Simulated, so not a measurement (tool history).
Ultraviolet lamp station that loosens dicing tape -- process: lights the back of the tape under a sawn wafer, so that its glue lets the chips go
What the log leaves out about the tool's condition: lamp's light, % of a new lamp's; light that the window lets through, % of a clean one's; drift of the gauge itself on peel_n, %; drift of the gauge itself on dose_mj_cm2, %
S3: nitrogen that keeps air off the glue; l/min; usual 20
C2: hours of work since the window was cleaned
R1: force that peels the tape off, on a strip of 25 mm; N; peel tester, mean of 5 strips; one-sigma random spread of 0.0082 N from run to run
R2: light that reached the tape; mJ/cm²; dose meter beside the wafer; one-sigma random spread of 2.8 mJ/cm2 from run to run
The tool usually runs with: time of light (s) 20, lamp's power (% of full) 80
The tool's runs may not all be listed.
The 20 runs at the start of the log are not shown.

{"run": 21, "hour": 1222.9, "time of light (s)": 21, "lamp's power (% of full)": 80, "S3": 8, "hours of work of the lamp": 81, "C2": 384, "R1": 0.506, "R2": 402}
{"run": 22, "hour": 1285.3, "time of light (s)": 21, "lamp's power (% of full)": 80, "S3": 8, "hours of work of the lamp": 107, "C2": 409, "R1": 0.482, "R2": 397}
{"run": 23, "hour": 1367.8, "time of light (s)": 14, "lamp's power (% of full)": 80, "S3": 22, "hours of work of the lamp": 141, "C2": 443, "R1": 0.605, "R2": 266}
{"run": 24, "hour": 1450.1, "time of light (s)": 20, "lamp's power (% of full)": 93, "S3": 14, "hours of work of the lamp": 174, "C2": 476, "R1": 0.304, "R2": 443}
{"run": 25, "hour": 1493.0, "time of light (s)": 19, "lamp's power (% of full)": 73, "S3": 20, "hours of work of the lamp": 192, "C2": 494, "R1": 0.407, "R2": 325}
{"run": 26, "hour": 1526.8, "time of light (s)": 19, "lamp's power (% of full)": 93, "S3": 11, "hours of work of the lamp": 205, "C2": 508, "R1": 0.378, "R2": 418}
{"run": 27, "hour": 1588.8, "time of light (s)": 19, "lamp's power (% of full)": 93, "S3": 11, "hours of work of the lamp": 231, "C2": 533, "R1": 0.362, "R2": 421}
{"hour": 1659.4, "done": "window cleaned of glue's vapour"}
{"run": 28, "hour": 1661.2, "time of light (s)": 19, "lamp's power (% of full)": 93, "S3": 11, "hours of work of the lamp": 260, "C2": 1, "R1": 0.363, "R2": 418}
{"run": 29, "hour": 1721.7, "time of light (s)": 19, "lamp's power (% of full)": 93, "S3": 11, "hours of work of the lamp": 285, "C2": 25, "R1": 0.365, "R2": 417}
{"run": 30, "hour": 1794.7, "time of light (s)": 18, "lamp's power (% of full)": 63, "S3": 11, "hours of work of the lamp": 314, "C2": 55, "R1": 0.857, "R2": 271}
{"run": 31, "hour": 1873.2, "time of light (s)": 12, "lamp's power (% of full)": 61, "S3": 16, "hours of work of the lamp": 346, "C2": 87, "R1": 1.634, "R2": 169}
{"run": 32, "hour": 1924.5, "time of light (s)": 12, "lamp's power (% of full)": 95, "S3": 31, "hours of work of the lamp": 367, "C2": 108, "R1": 0.485, "R2": 271}
{"run": 33, "hour": 1980.4, "time of light (s)": 12, "lamp's power (% of full)": 95, "S3": 31, "hours of work of the lamp": 390, "C2": 131, "R1": 0.495, "R2": 273}
{"run": 34, "hour": 2050.8, "time of light (s)": 11, "lamp's power (% of full)": 68, "S3": 30, "hours of work of the lamp": 419, "C2": 159, "R1": 1.153, "R2": 176}
{"run": 35, "hour": 2113.4, "time of light (s)": 11, "lamp's power (% of full)": 68, "S3": 30, "hours of work of the lamp": 444, "C2": 185, "R1": 1.186, "R2": 174}
{"run": 36, "hour": 2186.2, "time of light (s)": 32, "lamp's power (% of full)": 66, "S3": 20, "hours of work of the lamp": 474, "C2": 215, "R1": 0.261, "R2": 500}
{"run": 37, "hour": 2250.5, "time of light (s)": 32, "lamp's power (% of full)": 69, "S3": 11, "hours of work of the lamp": 500, "C2": 241, "R1": 0.284, "R2": 524}
{"run": 38, "hour": 2297.5, "time of light (s)": 32, "lamp's power (% of full)": 69, "S3": 11, "hours of work of the lamp": 519, "C2": 260, "R1": 0.285, "R2": 524}
{"run": 39, "hour": 2349.1, "time of light (s)": 13, "lamp's power (% of full)": 91, "S3": 8, "hours of work of the lamp": 540, "C2": 281, "R1": 0.962, "R2": 277}

Branching from run 39: 3 alternative next runs. What would each branch give?
{"run": "A", "hour": 2398.2, "time of light (s)": 20, "lamp's power (% of full)": 85, "S3": 8, "hours of work of the lamp": 560, "C2": 301, "R1": "?", "R2": "?"}
{"run": "B", "hour": 2398.2, "time of light (s)": 12, "lamp's power (% of full)": 69, "S3": 7, "hours of work of the lamp": 560, "C2": 301, "R1": "?", "R2": "?"}
{"run": "C", "hour": 2398.2, "time of light (s)": 13, "lamp's power (% of full)": 75, "S3": 30, "hours of work of the lamp": 560, "C2": 301, "R1": "?", "R2": "?"}

run=A R1=0.486 R2=402
run=B R1=1.999 R2=198
run=C R1=0.683 R2=231
With no hidden state in the tool, these same runs would have given:
run=A R1=0.482 R2=404
run=B R1=1.985 R2=199
run=C R1=0.676 R2=232

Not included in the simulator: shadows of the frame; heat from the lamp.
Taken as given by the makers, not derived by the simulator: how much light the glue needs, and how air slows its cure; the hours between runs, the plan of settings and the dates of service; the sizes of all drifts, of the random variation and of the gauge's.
